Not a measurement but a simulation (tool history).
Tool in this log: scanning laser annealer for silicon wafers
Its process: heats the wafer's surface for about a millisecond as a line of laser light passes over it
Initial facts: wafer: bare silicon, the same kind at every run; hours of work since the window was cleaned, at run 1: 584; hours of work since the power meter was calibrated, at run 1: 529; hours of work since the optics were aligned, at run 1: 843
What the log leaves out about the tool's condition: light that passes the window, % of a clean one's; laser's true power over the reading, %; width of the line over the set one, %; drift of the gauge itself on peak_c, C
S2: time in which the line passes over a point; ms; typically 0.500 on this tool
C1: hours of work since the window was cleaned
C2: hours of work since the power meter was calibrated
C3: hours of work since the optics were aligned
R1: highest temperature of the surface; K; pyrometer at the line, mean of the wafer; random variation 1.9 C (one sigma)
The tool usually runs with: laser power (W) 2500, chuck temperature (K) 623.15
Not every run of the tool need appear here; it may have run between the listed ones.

Run 1, day 0.000: usual settings; C1 584; C2 529; C3 843. Result: R1 1449.15 K.
Run 2, day 1.021: usual settings but S2 0.596 ms; C1 598; C2 543; C3 857. Result: R1 1519.15 K.
Run 3, day 2.383: usual settings but S2 0.596 ms; C1 617; C2 562; C3 876. Result: R1 1516.15 K.
Run 4, day 3.817: usual settings but S2 0.596 ms; C1 637; C2 582; C3 896. Result: R1 1519.15 K.
Run 5, day 5.504: usual settings but S2 0.596 ms; C1 661; C2 606; C3 920. Result: R1 1516.15 K.
Run 6, day 7.150: usual settings but S2 0.596 ms; C1 684; C2 629; C3 943. Result: R1 1522.15 K.
Run 7, day 8.596: usual settings but S2 0.440 ms; C1 704; C2 649; C3 963. Result: R1 1399.15 K.
Run 8, day 11.000: usual settings but S2 0.440 ms; C1 737; C2 682; C3 996. Result: R1 1402.15 K.
Run 9, day 12.767: usual settings but S2 0.440 ms; C1 762; C2 707; C3 1021. Result: R1 1399.15 K.
Run 10, day 13.967: usual settings but S2 0.440 ms, chuck temperature (K) 605.15; C1 779; C2 724; C3 1038. Result: R1 1383.15 K.
Run 11, day 16.012: usual settings but S2 0.440 ms, chuck temperature (K) 661.15; C1 807; C2 752; C3 1066. Result: R1 1438.15 K.
At day 17.596: window over the wafer cleaned.
Run 12, day 17.979: usual settings but S2 0.440 ms, chuck temperature (K) 661.15; C1 5; C2 779; C3 1093. Result: R1 1443.15 K.
Run 13, day 19.583: usual settings but S2 0.440 ms, chuck temperature (K) 661.15; C1 28; C2 801; C3 1115. Result: R1 1440.15 K.
Run 14, day 20.838: usual settings but S2 0.440 ms, chuck temperature (K) 661.15; C1 45; C2 819; C3 1133. Result: R1 1439.15 K.
Run 15, day 23.025: usual settings but S2 0.356 ms; C1 76; C2 849; C3 1163. Result: R1 1326.15 K.
Run 16, day 25.425: usual settings but S2 0.356 ms; C1 109; C2 883; C3 1197. Result: R1 1331.15 K.
Run 17, day 27.358: usual settings but laser power (W) 2667; C1 136; C2 910; C3 1224. Result: R1 1520.15 K.
Run 18, day 29.146: usual settings but laser power (W) 2667; C1 161; C2 935; C3 1249. Result: R1 1518.15 K.
Run 19, day 30.617: usual settings but laser power (W) 2667; C1 182; C2 955; C3 1269. Result: R1 1518.15 K.
Run 20, day 32.062: usual settings but laser power (W) 2667; C1 202; C2 975; C3 1289. Result: R1 1516.15 K.
Run 21, day 33.854: usual settings but laser power (W) 2667; C1 227; C2 1000; C3 1314. Result: R1 1520.15 K.
Run 22, day 35.275: usual settings but laser power (W) 2238, S2 0.559 ms, chuck temperature (K) 598.15; C1 247; C2 1020; C3 1334. Result: R1 1355.15 K.
Run 23, day 36.767: usual settings but S2 0.453 ms; C1 268; C2 1041; C3 1355. Result: R1 1413.15 K.
Run 24, day 38.442: usual settings but S2 0.453 ms; C1 291; C2 1064; C3 1378. Result: R1 1409.15 K.
Run 25, day 40.421: usual settings but S2 0.613 ms; C1 319; C2 1092; C3 1406. Result: R1 1528.15 K.
Run 26, day 41.450: usual settings but S2 0.586 ms, chuck temperature (K) 608.15; C1 333; C2 1106; C3 1420. Result: R1 1498.15 K.
Run 27, day 43.512: usual settings but laser power (W) 2149, S2 0.489 ms, chuck temperature (K) 633.15; C1 362; C2 1135; C3 1449. Result: R1 1307.15 K.
Run 28, day 45.058: usual settings but laser power (W) 2149, S2 0.479 ms, chuck temperature (K) 633.15; C1 383; C2 1157; C3 1471. Result: R1 1302.15 K.
Run 29, day 46.392: usual settings but S2 0.569 ms; C1 402; C2 1175; C3 1489. Result: R1 1498.15 K.
Run 30, day 47.904: usual settings but laser power (W) 2409, S2 0.472 ms, chuck temperature (K) 625.15; C1 423; C2 1196; C3 1511. Result: R1 1387.15 K.
Run 31, day 49.992: usual settings but S2 0.454 ms; C1 452; C2 1226; C3 1540. Result: R1 1415.15 K.
Run 32, day 51.308: usual settings but laser power (W) 2583, S2 0.406 ms, chuck temperature (K) 589.15; C1 471; C2 1244; C3 1558. Result: R1 1369.15 K.
Run 33, day 53.292: usual settings but laser power (W) 2284, S2 0.542 ms, chuck temperature (K) 600.15; C1 498; C2 1272; C3 1586. Result: R1 1365.15 K.
Run 34, day 54.983: usual settings but laser power (W) 2284, S2 0.542 ms, chuck temperature (K) 600.15; C1 522; C2 1295; C3 1609. Result: R1 1366.15 K.
Run 35, day 56.908: usual settings but chuck temperature (K) 605.15; C1 549; C2 1322; C3 1636. Result: R1 1429.15 K.
Run 36, day 58.846: usual settings but laser power (W) 2261, chuck temperature (K) 605.15; C1 576; C2 1349; C3 1663. Result: R1 1331.15 K.
Run 37, day 61.162: usual settings but laser power (W) 2261, chuck temperature (K) 605.15; C1 608; C2 1382; C3 1696. Result: R1 1334.15 K.
Run 38, day 62.575: usual settings but S2 0.602 ms, chuck temperature (K) 599.15; C1 628; C2 1401; C3 1715. Result: R1 1498.15 K.
Run 39, day 64.250: usual settings but laser power (W) 2683, S2 0.602 ms, chuck temperature (K) 624.15; C1 651; C2 1425; C3 1739. Result: R1 1610.15 K.
Run 40, day 66.421: usual settings but S2 0.450 ms, chuck temperature (K) 630.15; C1 682; C2 1455; C3 1769. Result: R1 1416.15 K.
Run 41, day 68.179: usual settings but laser power (W) 2706, S2 0.523 ms; C1 706; C2 1480; C3 1794. Result: R1 1551.15 K.

Some steps in R1 between neighbouring runs. How much of each would the tool show without its hidden state too (settings, what came in, random variation), and how much is left for the hidden state, with any gauge scatter that isn't in both results?
Run 1 -> 2: S2 0.500 -> 0.596. R1 +70.00 K: hidden state +1.00, all else +69.00.
Run 4 -> 5: nothing adjusted, nothing logged. R1 -3.00 K: hidden state -1.00, all else -2.00.
Run 7 -> 8: nothing adjusted, nothing logged. R1 +3.00 K: hidden state +1.00, all else +2.00.
Run 26 -> 27: laser power (W) 2500 -> 2149, S2 0.586 -> 0.489, chuck temperature (K) 608.15 -> 633.15. R1 -191.00 K: hidden state +0.00, all else -191.00.
Run 28 -> 29: laser power (W) 2149 -> 2500, S2 0.479 -> 0.569, chuck temperature (K) 633.15 -> 623.15. R1 +196.00 K: hidden state +0.00, all else +196.00.
Run 39 -> 40: laser power (W) 2683 -> 2500, S2 0.602 -> 0.450, chuck temperature (K) 624.15 -> 630.15. R1 -194.00 K: hidden state +1.00, all else -195.00.
